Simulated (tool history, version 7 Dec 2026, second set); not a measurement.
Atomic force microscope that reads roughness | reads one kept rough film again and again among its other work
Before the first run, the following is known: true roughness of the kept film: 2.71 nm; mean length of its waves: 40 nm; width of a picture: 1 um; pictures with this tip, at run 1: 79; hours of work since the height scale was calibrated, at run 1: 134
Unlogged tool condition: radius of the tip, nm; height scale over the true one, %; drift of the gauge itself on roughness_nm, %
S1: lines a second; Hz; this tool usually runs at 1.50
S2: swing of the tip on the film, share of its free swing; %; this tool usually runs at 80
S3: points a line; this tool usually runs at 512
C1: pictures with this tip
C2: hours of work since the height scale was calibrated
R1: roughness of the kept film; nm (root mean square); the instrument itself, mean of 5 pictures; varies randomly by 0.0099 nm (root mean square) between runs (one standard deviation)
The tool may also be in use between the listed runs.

run 1 hour=0.0 | S1=1.50 S2=80 S3=512 | C1=79 C2=134 | R1=2.107
run 2 hour=8.4 | S1=0.79 S2=80 S3=512 | C1=88 C2=139 | R1=2.186
run 3 hour=16.2 | S1=0.79 S2=80 S3=512 | C1=96 C2=143 | R1=2.162
run 4 hour=21.6 | S1=0.79 S2=80 S3=512 | C1=101 C2=145 | R1=2.160
run 5 hour=27.2 | S1=0.79 S2=80 S3=710 | C1=106 C2=148 | R1=2.138
-- hour=28.9 height scale calibrated on a step standard
run 6 hour=34.7 | S1=0.79 S2=80 S3=710 | C1=113 C2=3 | R1=2.123
run 7 hour=42.5 | S1=0.79 S2=80 S3=710 | C1=121 C2=7 | R1=2.127
run 8 hour=49.2 | S1=0.79 S2=80 S3=710 | C1=127 C2=10 | R1=2.101
run 9 hour=54.3 | S1=2.60 S2=80 S3=798 | C1=132 C2=13 | R1=1.831
-- hour=57.3 height scale calibrated on a step standard, once more
run 10 hour=59.4 | S1=2.66 S2=80 S3=268 | C1=136 C2=1 | R1=1.801
run 11 hour=63.2 | S1=2.66 S2=57 S3=429 | C1=140 C2=3 | R1=2.089
run 12 hour=67.1 | S1=1.50 S2=80 S3=831 | C1=144 C2=5 | R1=1.952

Each row is a separate what-if for the run after 12, all from the same tool condition, not one after another. Results?
run A hour=71.9 | S1=1.50 S2=78 S3=831 | C1=149 C2=7 | R1=?
run B hour=71.9 | S1=0.60 S2=72 S3=666 | C1=149 C2=7 | R1=?
run C hour=71.9 | S1=1.50 S2=83 S3=570 | C1=149 C2=7 | R1=?
run D hour=71.9 | S1=0.55 S2=76 S3=311 | C1=149 C2=7 | R1=?
run E hour=71.9 | S1=1.35 S2=68 S3=826 | C1=149 C2=7 | R1=?

run=A R1=1.958
run=B R1=2.131
run=C R1=1.899
run=D R1=2.089
run=E R1=2.077
Take away the tool's hidden state, keep each run's random variation, and the runs would have read:
run=A R1=2.276
run=B R1=2.477
run=C R1=2.208
run=D R1=2.428
run=E R1=2.414

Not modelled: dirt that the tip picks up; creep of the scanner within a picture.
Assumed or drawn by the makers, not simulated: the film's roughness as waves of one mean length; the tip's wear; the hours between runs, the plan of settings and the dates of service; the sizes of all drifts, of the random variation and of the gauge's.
